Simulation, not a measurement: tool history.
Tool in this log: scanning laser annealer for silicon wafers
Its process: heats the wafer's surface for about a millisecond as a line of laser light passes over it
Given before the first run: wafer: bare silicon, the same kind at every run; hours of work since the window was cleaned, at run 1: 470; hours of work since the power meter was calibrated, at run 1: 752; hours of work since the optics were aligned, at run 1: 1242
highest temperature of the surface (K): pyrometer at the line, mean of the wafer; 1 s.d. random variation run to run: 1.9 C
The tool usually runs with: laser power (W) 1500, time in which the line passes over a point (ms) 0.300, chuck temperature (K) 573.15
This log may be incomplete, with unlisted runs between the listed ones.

run,hour,laser power (W),time in which the line passes over a point (ms),chuck temperature (K),hours of work since the window was cleaned,hours of work since the power meter was calibrated,hours of work since the optics were aligned,highest temperature of the surface (K)
1,0.0,1500,0.300,573.15,470,752,1242,1381.15
2,23.0,1500,0.277,573.15,480,761,1252,1346.15
3,62.8,1500,0.300,573.15,497,779,1270,1378.15
4,82.3,1500,0.300,573.15,506,787,1278,1378.15
5,114.0,1500,0.300,573.15,520,801,1292,1375.15
6,150.3,1500,0.300,573.15,535,817,1308,1376.15
7,174.3,1500,0.300,573.15,546,827,1318,1374.15
8,210.4,1500,0.300,573.15,561,843,1334,1373.15
9,247.4,1500,0.300,573.15,577,859,1350,1373.15
10,271.8,1500,0.300,573.15,588,869,1360,1370.15
# hour 285.6: window over the wafer cleaned
11,306.5,1593,0.300,573.15,9,883,1374,1443.15
12,327.2,1593,0.300,564.15,18,892,1383,1435.15
13,352.5,1593,0.300,564.15,29,903,1394,1436.15
14,392.6,1500,0.300,573.15,46,921,1412,1398.15
15,419.7,1500,0.300,573.15,58,932,1423,1395.15
16,443.3,1500,0.300,573.15,68,943,1434,1399.15
17,486.4,1500,0.300,573.15,87,961,1452,1396.15
18,523.8,1500,0.300,573.15,103,978,1468,1393.15
19,553.1,1500,0.291,573.15,116,990,1481,1380.15
20,579.5,1500,0.291,573.15,127,1002,1493,1380.15
# hour 585.9: laser's power meter calibrated
21,620.7,1500,0.300,573.15,144,15,1509,1395.15
22,641.4,1621,0.335,571.15,153,24,1518,1502.15
23,661.0,1508,0.235,547.15,161,33,1527,1270.15
24,682.0,1508,0.235,547.15,170,42,1536,1269.15
# hour 716.8: laser's power meter calibrated, once more
25,724.4,1311,0.235,567.15,188,3,1553,1205.15
26,750.5,1311,0.235,567.15,199,15,1564,1203.15
27,770.4,1537,0.235,539.15,207,23,1573,1275.15
28,788.3,1537,0.235,539.15,215,31,1580,1273.15
29,809.3,1537,0.235,539.15,224,40,1590,1274.15
30,845.4,1500,0.233,606.15,240,56,1605,1321.15
31,879.4,1500,0.233,606.15,255,70,1620,1319.15
32,899.8,1500,0.233,606.15,263,79,1629,1320.15
33,938.2,1283,0.322,606.15,280,96,1645,1338.15
34,964.9,1288,0.252,533.15,292,107,1657,1182.15
35,991.2,1410,0.311,533.15,303,119,1668,1313.15
36,1009.4,1500,0.240,595.15,311,127,1676,1314.15
37,1031.0,1400,0.300,604.15,320,136,1686,1368.15
38,1059.2,1488,0.299,604.15,333,148,1698,1408.15
39,1100.7,1552,0.300,568.15,351,166,1716,1403.15
40,1129.1,1552,0.247,540.15,363,179,1728,1293.15
41,1169.1,1522,0.238,592.15,380,196,1745,1318.15

Across each entry between runs, compare the hidden state at the last listed run before it with the hidden state at the first listed run after it:
Run 10 -> run 11: window over the wafer cleaned (hour 285.6)
  light that passes the window, % of a clean one's: 96.26 -> 99.85; width of the line over the set one, %: 1.36 -> 1.37
  what was measured, less what the result would be without the hidden state, highest temperature of the surface (K): -34.00 -> -8.00
Run 20 -> run 21: laser's power meter calibrated (hour 585.9)
  light that passes the window, % of a clean one's: 99.06 -> 98.95; laser's true power over the reading, %: -0.31 -> -0.38; width of the line over the set one, %: 1.48 -> 1.49
  what was measured, less what the result would be without the hidden state, highest temperature of the surface (K): -14.00 -> -15.00
Run 24 -> run 25: laser's power meter calibrated, once more (hour 716.8)
  light that passes the window, % of a clean one's: 98.79 -> 98.68; laser's true power over the reading, %: -0.39 -> -0.14; width of the line over the set one, %: 1.51 -> 1.53
  what was measured, less what the result would be without the hidden state, highest temperature of the surface (K): -14.00 -> -13.00
